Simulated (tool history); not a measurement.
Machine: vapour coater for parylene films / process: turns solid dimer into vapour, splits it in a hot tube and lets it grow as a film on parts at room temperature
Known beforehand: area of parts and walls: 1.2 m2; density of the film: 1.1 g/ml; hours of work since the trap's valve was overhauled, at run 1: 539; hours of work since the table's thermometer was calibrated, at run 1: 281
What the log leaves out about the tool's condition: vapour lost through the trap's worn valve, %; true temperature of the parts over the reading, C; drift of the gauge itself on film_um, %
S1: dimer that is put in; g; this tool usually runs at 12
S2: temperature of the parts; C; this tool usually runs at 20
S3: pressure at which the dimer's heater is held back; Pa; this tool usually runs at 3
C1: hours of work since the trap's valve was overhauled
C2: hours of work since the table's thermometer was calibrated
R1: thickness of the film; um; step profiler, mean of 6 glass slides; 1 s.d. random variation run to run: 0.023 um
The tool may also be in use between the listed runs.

{"run": 1, "hour": 0.0, "S1": 12, "S2": 20, "S3": 3, "C1": 539, "C2": 281, "R1": 4.32}
{"run": 2, "hour": 22.1, "S1": 12, "S2": 20, "S3": 3, "C1": 548, "C2": 290, "R1": 4.35}
{"run": 3, "hour": 48.0, "S1": 12, "S2": 13, "S3": 3, "C1": 559, "C2": 301, "R1": 5.89}
{"run": 4, "hour": 63.6, "S1": 12, "S2": 13, "S3": 3, "C1": 566, "C2": 308, "R1": 5.84}
{"run": 5, "hour": 88.0, "S1": 12, "S2": 13, "S3": 3, "C1": 576, "C2": 318, "R1": 5.86}
{"run": 6, "hour": 116.2, "S1": 7, "S2": 20, "S3": 3, "C1": 588, "C2": 330, "R1": 2.51}
{"run": 7, "hour": 153.4, "S1": 7, "S2": 20, "S3": 3, "C1": 604, "C2": 346, "R1": 2.5}
{"run": 8, "hour": 185.0, "S1": 7, "S2": 15, "S3": 3, "C1": 618, "C2": 359, "R1": 3.12}
{"run": 9, "hour": 203.3, "S1": 7, "S2": 15, "S3": 3, "C1": 626, "C2": 367, "R1": 3.09}
{"run": 10, "hour": 228.5, "S1": 7, "S2": 15, "S3": 3, "C1": 636, "C2": 378, "R1": 3.1}
{"run": 11, "hour": 257.9, "S1": 12, "S2": 20, "S3": 3, "C1": 649, "C2": 391, "R1": 4.25}
{"run": 12, "hour": 273.4, "S1": 7, "S2": 20, "S3": 3, "C1": 655, "C2": 397, "R1": 2.48}
{"hour": 295.7, "done": "trap's valve overhauled"}
{"run": 13, "hour": 298.0, "S1": 12, "S2": 20, "S3": 3, "C1": 1, "C2": 406, "R1": 4.62}
{"run": 14, "hour": 335.2, "S1": 19, "S2": 18, "S3": 3.11, "C1": 17, "C2": 422, "R1": 7.86}
{"run": 15, "hour": 355.8, "S1": 19, "S2": 12, "S3": 2.06, "C1": 26, "C2": 431, "R1": 11.17}
{"run": 16, "hour": 379.4, "S1": 13, "S2": 18, "S3": 2.06, "C1": 36, "C2": 441, "R1": 5.88}
{"run": 17, "hour": 397.2, "S1": 9, "S2": 20, "S3": 3, "C1": 43, "C2": 448, "R1": 3.43}
{"run": 18, "hour": 425.7, "S1": 12, "S2": 28, "S3": 3, "C1": 55, "C2": 460, "R1": 3.2}

Expected results for the next run?
{"run": 19, "hour": 462.5, "S1": 12, "S2": 28, "S3": 3, "C1": 71, "C2": 476, "R1": "?"}

{"run 19": {"R1": 3.18}}
If the tool had no hidden condition, the same run with the same run-to-run variation would have returned R1 3.29 um.

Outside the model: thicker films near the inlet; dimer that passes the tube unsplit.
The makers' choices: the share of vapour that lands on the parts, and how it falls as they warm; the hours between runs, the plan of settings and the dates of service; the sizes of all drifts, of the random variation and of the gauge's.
